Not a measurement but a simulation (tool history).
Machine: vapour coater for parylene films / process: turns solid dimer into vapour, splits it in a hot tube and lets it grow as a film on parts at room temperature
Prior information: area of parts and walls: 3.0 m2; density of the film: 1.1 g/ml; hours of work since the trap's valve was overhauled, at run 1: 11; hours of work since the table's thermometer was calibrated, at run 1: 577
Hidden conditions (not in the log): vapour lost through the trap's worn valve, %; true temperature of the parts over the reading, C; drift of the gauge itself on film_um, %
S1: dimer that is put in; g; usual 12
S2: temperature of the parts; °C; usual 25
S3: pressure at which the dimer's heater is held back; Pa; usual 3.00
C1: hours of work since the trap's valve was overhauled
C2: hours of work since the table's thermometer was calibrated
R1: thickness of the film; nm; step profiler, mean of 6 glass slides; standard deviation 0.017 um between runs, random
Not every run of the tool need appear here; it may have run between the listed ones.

run	hour	S1	S2	S3	C1	C2	R1
1	0.0	12	25	3.00	11	577	2680
2	74.3	12	25	3.00	45	611	2700
3	122.1	12	25	3.00	67	633	2660
4	187.0	12	25	3.00	97	663	2630
5	261.7	12	25	3.00	132	698	2630
6	311.3	12	33	3.00	154	720	2070
7	363.5	12	33	9.32	179	745	1740
8	410.4	12	27	3.00	200	766	2430
9	458.9	11	18	3.00	222	788	2860
10	529.0	6	20	2.81	255	821	1450
11	573.3	7	20	2.81	275	841	1680
12	639.9	9	25	11.85	306	872	1600

Branching from run 12: 4 alternative next runs. What would each branch give?
A	671.8	10	21	5.48	320	887	?
B	671.8	9	25	6.79	320	887	?
C	671.8	7	25	3.00	320	887	?
D	671.8	10	25	11.85	320	887	?

run	R1
A	2130
B	1650
C	1470
D	1730
Had the tool no hidden state, the same runs would have come out as:
run	R1
A	2310
B	1790
C	1590
D	1870

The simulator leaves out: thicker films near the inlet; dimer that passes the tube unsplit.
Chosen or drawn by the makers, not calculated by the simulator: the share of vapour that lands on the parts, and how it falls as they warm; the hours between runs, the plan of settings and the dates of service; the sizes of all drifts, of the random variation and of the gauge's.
